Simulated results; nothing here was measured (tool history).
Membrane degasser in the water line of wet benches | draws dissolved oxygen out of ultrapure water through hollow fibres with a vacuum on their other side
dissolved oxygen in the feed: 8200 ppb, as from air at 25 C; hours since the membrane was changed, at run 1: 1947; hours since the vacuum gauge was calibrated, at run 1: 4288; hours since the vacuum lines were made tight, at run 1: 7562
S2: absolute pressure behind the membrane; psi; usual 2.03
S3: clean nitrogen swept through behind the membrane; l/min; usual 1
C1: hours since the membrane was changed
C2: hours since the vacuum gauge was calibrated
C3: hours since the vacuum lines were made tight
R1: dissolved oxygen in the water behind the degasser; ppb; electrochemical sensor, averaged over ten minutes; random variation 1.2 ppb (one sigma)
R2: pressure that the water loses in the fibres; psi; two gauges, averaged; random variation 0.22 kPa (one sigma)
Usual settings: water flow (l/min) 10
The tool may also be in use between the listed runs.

Run 1, day 0: usual settings; C1 1947; C2 4288; C3 7562. Result: R1 252.5 ppb, R2 7.741 psi.
Run 2, day 6.371: usual settings; C1 2100; C2 4441; C3 7715. Result: R1 250.6 ppb, R2 7.709 psi.
Run 3, day 13.688: usual settings; C1 2276; C2 4616; C3 7890. Result: R1 251.1 ppb, R2 7.748 psi.
Run 4, day 22.571: usual settings; C1 2489; C2 4829; C3 8104. Result: R1 253.3 ppb, R2 7.704 psi.
Run 5, day 27.096: usual settings; C1 2598; C2 4938; C3 8212. Result: R1 252.1 ppb, R2 7.794 psi.
Run 6, day 32.104: usual settings but water flow (l/min) 9; C1 2718; C2 5058; C3 8332. Result: R1 226.9 ppb, R2 6.972 psi.
Run 7, day 37.996: usual settings; C1 2859; C2 5200; C3 8474. Result: R1 249.6 ppb, R2 7.749 psi.
Run 8, day 44.038: usual settings but S3 0.64 l/min; C1 3004; C2 5345; C3 8619. Result: R1 375.2 ppb, R2 7.774 psi.
Run 9, day 51.771: usual settings but S3 0.64 l/min; C1 3190; C2 5530; C3 8804. Result: R1 375.4 ppb, R2 7.757 psi.
Run 10, day 56.271: usual settings but S3 0.64 l/min; C1 3298; C2 5638; C3 8913. Result: R1 374.3 ppb, R2 7.799 psi.
Run 11, day 64.238: usual settings but S2 4.7 psi; C1 3489; C2 5829; C3 9104. Result: R1 645.6 ppb, R2 7.845 psi.
Run 12, day 70.012: usual settings but S2 4.7 psi; C1 3628; C2 5968; C3 9242. Result: R1 646.1 ppb, R2 7.835 psi.
Run 13, day 75.512: usual settings but S2 4.7 psi; C1 3760; C2 6100; C3 9374. Result: R1 648.1 ppb, R2 7.826 psi.
Run 14, day 84.433: usual settings but S3 0.66 l/min; C1 3974; C2 6314; C3 9588. Result: R1 365.1 ppb, R2 7.729 psi.
Run 15, day 92.604: usual settings but S2 1.25 psi; C1 4170; C2 6510; C3 9785. Result: R1 128 ppb, R2 7.799 psi.
Run 16, day 97.262: usual settings but water flow (l/min) 7, S2 1.99 psi, S3 1.5 l/min; C1 4282; C2 6622; C3 9896. Result: R1 120.2 ppb, R2 5.468 psi.
Run 17, day 105.4: usual settings but water flow (l/min) 7, S2 1.99 psi, S3 1.5 l/min; C1 4477; C2 6817; C3 10092. Result: R1 119.4 ppb, R2 5.452 psi.
Run 18, day 114.371: usual settings but water flow (l/min) 7, S2 4.09 psi, S3 1.12 l/min; C1 4692; C2 7033; C3 10307. Result: R1 367.1 ppb, R2 5.466 psi.
Run 19, day 121.596: usual settings but water flow (l/min) 7, S2 4.09 psi, S3 1.12 l/min; C1 4866; C2 7206; C3 10480. Result: R1 366.8 ppb, R2 5.452 psi.
Run 20, day 126.05: usual settings but water flow (l/min) 7, S2 4.09 psi, S3 1.12 l/min; C1 4973; C2 7313; C3 10587. Result: R1 363.8 ppb, R2 5.458 psi.
Run 21, day 134.288: usual settings but S2 1.96 psi, S3 0.65 l/min; C1 5170; C2 7511; C3 10785. Result: R1 352.4 ppb, R2 7.799 psi.
At day 137.583: vacuum gauge calibrated.
Run 22, day 141.392: usual settings but S2 3.83 psi, S3 2.43 l/min; C1 5340; C2 91; C3 10955. Result: R1 232.6 ppb, R2 7.861 psi.
Run 23, day 149.171: usual settings but S2 3.83 psi, S3 2.43 l/min; C1 5527; C2 278; C3 11142. Result: R1 231.6 ppb, R2 7.889 psi.
Run 24, day 155.179: usual settings but water flow (l/min) 14, S3 2.52 l/min; C1 5671; C2 422; C3 11286. Result: R1 155.3 ppb, R2 10.958 psi.
Run 25, day 163.55: usual settings but water flow (l/min) 14, S3 2.52 l/min; C1 5872; C2 623; C3 11487. Result: R1 156.2 ppb, R2 10.979 psi.
Run 26, day 169.238: usual settings but water flow (l/min) 15, S2 2.47 psi; C1 6009; C2 760; C3 11623. Result: R1 469.5 ppb, R2 11.764 psi.
Run 27, day 173.371: usual settings but S2 1.64 psi; C1 6108; C2 859; C3 11722. Result: R1 189.4 ppb, R2 7.896 psi.
At day 176.775: seals of the vacuum lines changed.
Run 28, day 177.579: usual settings but S2 2.38 psi, S3 2.71 l/min; C1 6207; C2 958; C3 19. Result: R1 119.1 ppb, R2 7.897 psi.
Run 29, day 185.65: usual settings but S2 2.38 psi, S3 2.71 l/min; C1 6400; C2 1152; C3 213. Result: R1 119.5 ppb, R2 7.857 psi.
Run 30, day 189.4: usual settings but water flow (l/min) 12, S2 2.57 psi; C1 6490; C2 1242; C3 303. Result: R1 395.6 ppb, R2 9.411 psi.

Forecast each of these 4 alternatives for the next run:
Run A, day 196.117: usual settings but water flow (l/min) 8, S2 2.57 psi, S3 2.68 l/min; C1 6652; C2 1403; C3 464. Result: R1 ?, R2 ?.
Run B, day 196.117: usual settings but water flow (l/min) 9, S3 1.14 l/min; C1 6652; C2 1403; C3 464. Result: R1 ?, R2 ?.
Run C, day 196.117: usual settings but water flow (l/min) 12, S2 4.55 psi, S3 0.64 l/min; C1 6652; C2 1403; C3 464. Result: R1 ?, R2 ?.
Run D, day 196.117: usual settings but S2 2.09 psi, S3 0.72 l/min; C1 6652; C2 1403; C3 464. Result: R1 ?, R2 ?.

run      R1     R2
  A   106.2  6.385
  B     201  7.081
  C  1053.4  9.471
  D   349.5  7.845
Without the tool's hidden state the same runs would have given:
run      R1     R2
  A   106.2  6.253
  B     201  6.933
  C  1053.3  9.272
  D   349.4  7.681

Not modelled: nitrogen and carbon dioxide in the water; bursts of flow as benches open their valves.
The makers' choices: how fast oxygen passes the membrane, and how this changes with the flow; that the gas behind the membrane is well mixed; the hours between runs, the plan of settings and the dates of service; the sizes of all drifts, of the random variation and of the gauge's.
